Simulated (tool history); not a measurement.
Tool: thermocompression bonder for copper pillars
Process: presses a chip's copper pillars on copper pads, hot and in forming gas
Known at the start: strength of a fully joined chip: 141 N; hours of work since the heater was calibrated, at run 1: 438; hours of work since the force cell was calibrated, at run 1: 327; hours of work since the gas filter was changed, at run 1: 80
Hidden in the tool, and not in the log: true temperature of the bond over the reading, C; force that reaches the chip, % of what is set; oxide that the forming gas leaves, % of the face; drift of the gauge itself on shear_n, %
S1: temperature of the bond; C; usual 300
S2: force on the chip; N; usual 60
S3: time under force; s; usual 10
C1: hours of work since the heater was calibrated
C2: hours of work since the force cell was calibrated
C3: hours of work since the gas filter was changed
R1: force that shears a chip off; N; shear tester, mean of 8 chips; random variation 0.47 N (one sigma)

run 1 day=0 | S1=300 S2=60 S3=10 | C1=438 C2=327 C3=80 | R1=69.4
run 2 day=1.05 | S1=300 S2=60 S3=10 | C1=452 C2=341 C3=95 | R1=68.6
run 3 day=1.796 | S1=300 S2=60 S3=11 | C1=463 C2=351 C3=105 | R1=70.8
run 4 day=2.962 | S1=300 S2=60 S3=11 | C1=479 C2=368 C3=121 | R1=70
run 5 day=3.642 | S1=300 S2=60 S3=10 | C1=488 C2=377 C3=130 | R1=68.1
run 6 day=5.108 | S1=298 S2=60 S3=10 | C1=508 C2=397 C3=151 | R1=65.9
run 7 day=6.25 | S1=298 S2=60 S3=10 | C1=524 C2=413 C3=166 | R1=66.4
-- day=7.408 forming gas filter changed
run 8 day=7.458 | S1=300 S2=62 S3=10 | C1=540 C2=429 C3=1 | R1=73.1
run 9 day=8.596 | S1=300 S2=62 S3=10 | C1=556 C2=445 C3=16 | R1=72.6
run 10 day=9.738 | S1=300 S2=62 S3=10 | C1=572 C2=461 C3=32 | R1=72.5
run 11 day=10.633 | S1=300 S2=62 S3=10 | C1=584 C2=473 C3=44 | R1=72
run 12 day=11.683 | S1=300 S2=62 S3=10 | C1=599 C2=487 C3=59 | R1=72.2
run 13 day=12.858 | S1=300 S2=62 S3=10 | C1=615 C2=504 C3=75 | R1=71.7
run 14 day=14.454 | S1=300 S2=62 S3=10 | C1=637 C2=525 C3=97 | R1=71.8
run 15 day=15.658 | S1=300 S2=60 S3=10 | C1=653 C2=542 C3=114 | R1=68.9
run 16 day=17.179 | S1=300 S2=60 S3=10 | C1=674 C2=563 C3=135 | R1=68.3
run 17 day=18.033 | S1=292 S2=60 S3=10 | C1=686 C2=575 C3=146 | R1=63
run 18 day=19.479 | S1=292 S2=60 S3=10 | C1=706 C2=595 C3=166 | R1=62.8
-- day=20.629 forming gas filter changed
run 19 day=20.662 | S1=292 S2=60 S3=10 | C1=722 C2=611 C3=0 | R1=66.3
run 20 day=21.458 | S1=292 S2=60 S3=10 | C1=733 C2=622 C3=11 | R1=66
-- day=21.683 heater calibrated with a thermocouple chip
run 21 day=22.521 | S1=292 S2=73 S3=15 | C1=12 C2=635 C3=25 | R1=89
run 22 day=23.729 | S1=317 S2=49 S3=26 | C1=28 C2=652 C3=42 | R1=94.3
run 23 day=25.346 | S1=303 S2=43 S3=24 | C1=50 C2=674 C3=64 | R1=75.2
run 24 day=26.271 | S1=297 S2=85 S3=25 | C1=63 C2=687 C3=77 | R1=111
-- day=26.596 heater calibrated with a thermocouple chip, once more
run 25 day=27.821 | S1=309 S2=66 S3=13 | C1=17 C2=707 C3=97 | R1=85.8
run 26 day=28.908 | S1=278 S2=87 S3=25 | C1=32 C2=722 C3=112 | R1=93.9
run 27 day=29.796 | S1=283 S2=87 S3=25 | C1=44 C2=734 C3=124 | R1=97.2
run 28 day=31.146 | S1=283 S2=77 S3=25 | C1=63 C2=753 C3=143 | R1=91.3
run 29 day=31.862 | S1=283 S2=77 S3=25 | C1=73 C2=763 C3=152 | R1=91.4
run 30 day=33.246 | S1=283 S2=77 S3=25 | C1=92 C2=782 C3=171 | R1=90.1
-- day=34.046 forming gas filter changed
run 31 day=34.046 | S1=328 S2=49 S3=19 | C1=102 C2=792 C3=0 | R1=91.9
run 32 day=35.533 | S1=328 S2=49 S3=19 | C1=123 C2=813 C3=20 | R1=91.4
run 33 day=36.642 | S1=328 S2=49 S3=19 | C1=138 C2=828 C3=36 | R1=90
run 34 day=37.667 | S1=279 S2=47 S3=18 | C1=152 C2=842 C3=50 | R1=55.2
run 35 day=38.825 | S1=279 S2=54 S3=12 | C1=168 C2=858 C3=66 | R1=53.1
run 36 day=39.508 | S1=290 S2=60 S3=7 | C1=177 C2=868 C3=75 | R1=53.7
run 37 day=41.1 | S1=283 S2=55 S3=13 | C1=199 C2=890 C3=97 | R1=57.5
run 38 day=41.85 | S1=309 S2=85 S3=20 | C1=210 C2=900 C3=107 | R1=109.2
run 39 day=43.054 | S1=329 S2=74 S3=19 | C1=226 C2=916 C3=124 | R1=112.4

4 ways to go on from here, each from the tool as it stands after run 39. What would each give?
run A day=44.496 | S1=293 S2=50 S3=19 | C1=246 C2=936 C3=144 | R1=?
run B day=44.496 | S1=281 S2=74 S3=19 | C1=246 C2=936 C3=144 | R1=?
run C day=44.496 | S1=300 S2=64 S3=10 | C1=246 C2=936 C3=144 | R1=?
run D day=44.496 | S1=311 S2=79 S3=28 | C1=246 C2=936 C3=144 | R1=?

run=A R1=66.4
run=B R1=80.3
run=C R1=69.1
run=D R1=112
Without the tool's hidden state the same runs would have given:
run=A R1=71.8
run=B R1=86.4
run=C R1=74.6
run=D R1=119.1
